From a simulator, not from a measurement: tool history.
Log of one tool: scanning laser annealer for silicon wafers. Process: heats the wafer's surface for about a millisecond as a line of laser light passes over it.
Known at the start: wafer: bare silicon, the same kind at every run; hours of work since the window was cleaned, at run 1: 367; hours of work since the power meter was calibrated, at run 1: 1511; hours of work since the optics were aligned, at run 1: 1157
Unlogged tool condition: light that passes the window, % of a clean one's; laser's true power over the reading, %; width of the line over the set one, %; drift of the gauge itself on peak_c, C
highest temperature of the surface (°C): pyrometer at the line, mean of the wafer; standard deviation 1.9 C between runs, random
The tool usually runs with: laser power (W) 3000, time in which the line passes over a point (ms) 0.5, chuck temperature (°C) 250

run,hour,laser power (W),time in which the line passes over a point (ms),chuck temperature (°C),hours of work since the window was cleaned,hours of work since the power meter was calibrated,hours of work since the optics were aligned,highest temperature of the surface (°C)
1,0,3000,0.5,250,367,1511,1157,1091
2,54.9,3000,0.5,250,393,1538,1183,1090
3,106.5,3000,0.5,250,418,1562,1208,1087
4,172,3000,0.566,250,449,1594,1239,1144
5,239.7,3000,0.566,250,482,1626,1272,1145
6,300.9,2787,0.5,250,511,1655,1301,1018
7,398.4,2787,0.594,227,557,1702,1348,1064

Run 8, settings as shown, results not yet in. Your forecast:
# hour 427.6: optics aligned, line set to its width
8,489.4,2787,0.594,227,599,1743,30,?

Run 8 measured highest temperature of the surface (°C) 1066.
With the hidden condition absent and the run-to-run variation left alone, this run would have shown highest temperature of the surface (°C) 1066.
